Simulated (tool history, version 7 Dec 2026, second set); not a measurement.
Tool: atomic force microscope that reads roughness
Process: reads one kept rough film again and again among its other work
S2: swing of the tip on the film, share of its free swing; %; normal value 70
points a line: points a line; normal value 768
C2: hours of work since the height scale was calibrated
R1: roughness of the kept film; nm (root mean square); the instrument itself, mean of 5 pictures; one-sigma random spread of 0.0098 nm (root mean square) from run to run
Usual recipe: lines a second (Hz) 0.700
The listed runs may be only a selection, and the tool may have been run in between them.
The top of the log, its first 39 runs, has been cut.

run 40 hour=937.5 | lines_a_second_(Hz)=0.700 S2=81 points_a_line=768 | pictures_with_this_tip=140 C2=606 | R1=1.822
-- hour=959.5 new tip fitted
run 41 hour=968.6 | lines_a_second_(Hz)=0.700 S2=73 points_a_line=279 | pictures_with_this_tip=19 C2=625 | R1=2.126
run 42 hour=994.5 | lines_a_second_(Hz)=0.700 S2=70 points_a_line=295 | pictures_with_this_tip=73 C2=641 | R1=2.016
run 43 hour=1022.2 | lines_a_second_(Hz)=3.014 S2=70 points_a_line=550 | pictures_with_this_tip=130 C2=658 | R1=1.764
-- hour=1048.6 new tip fitted
run 44 hour=1049.5 | lines_a_second_(Hz)=3.014 S2=70 points_a_line=550 | pictures_with_this_tip=2 C2=674 | R1=2.030
run 45 hour=1081.8 | lines_a_second_(Hz)=3.706 S2=84 points_a_line=295 | pictures_with_this_tip=68 C2=694 | R1=1.586
run 46 hour=1101.0 | lines_a_second_(Hz)=1.325 S2=67 points_a_line=768 | pictures_with_this_tip=108 C2=706 | R1=1.899
run 47 hour=1127.9 | lines_a_second_(Hz)=1.714 S2=66 points_a_line=768 | pictures_with_this_tip=164 C2=722 | R1=1.782
-- hour=1137.9 new tip fitted
run 48 hour=1161.2 | lines_a_second_(Hz)=0.844 S2=78 points_a_line=758 | pictures_with_this_tip=48 C2=742 | R1=2.033
run 49 hour=1191.0 | lines_a_second_(Hz)=0.700 S2=70 points_a_line=962 | pictures_with_this_tip=110 C2=761 | R1=1.926
run 50 hour=1212.9 | lines_a_second_(Hz)=2.040 S2=68 points_a_line=362 | pictures_with_this_tip=155 C2=774 | R1=1.749
-- hour=1228.4 new tip fitted
run 51 hour=1228.4 | lines_a_second_(Hz)=2.040 S2=74 points_a_line=377 | pictures_with_this_tip=0 C2=783 | R1=2.043

Here are 3 independent what-if runs from the current tool condition. What would each one return?
run A hour=1255.1 | lines_a_second_(Hz)=2.083 S2=74 points_a_line=378 | pictures_with_this_tip=55 C2=800 | R1=?
run B hour=1255.1 | lines_a_second_(Hz)=0.717 S2=84 points_a_line=768 | pictures_with_this_tip=55 C2=800 | R1=?
run C hour=1255.1 | lines_a_second_(Hz)=3.564 S2=74 points_a_line=588 | pictures_with_this_tip=55 C2=800 | R1=?

run=A R1=1.910
run=B R1=1.999
run=C R1=1.785
With no hidden state in the tool, these same runs would have given:
run=A R1=2.068
run=B R1=2.164
run=C R1=1.932
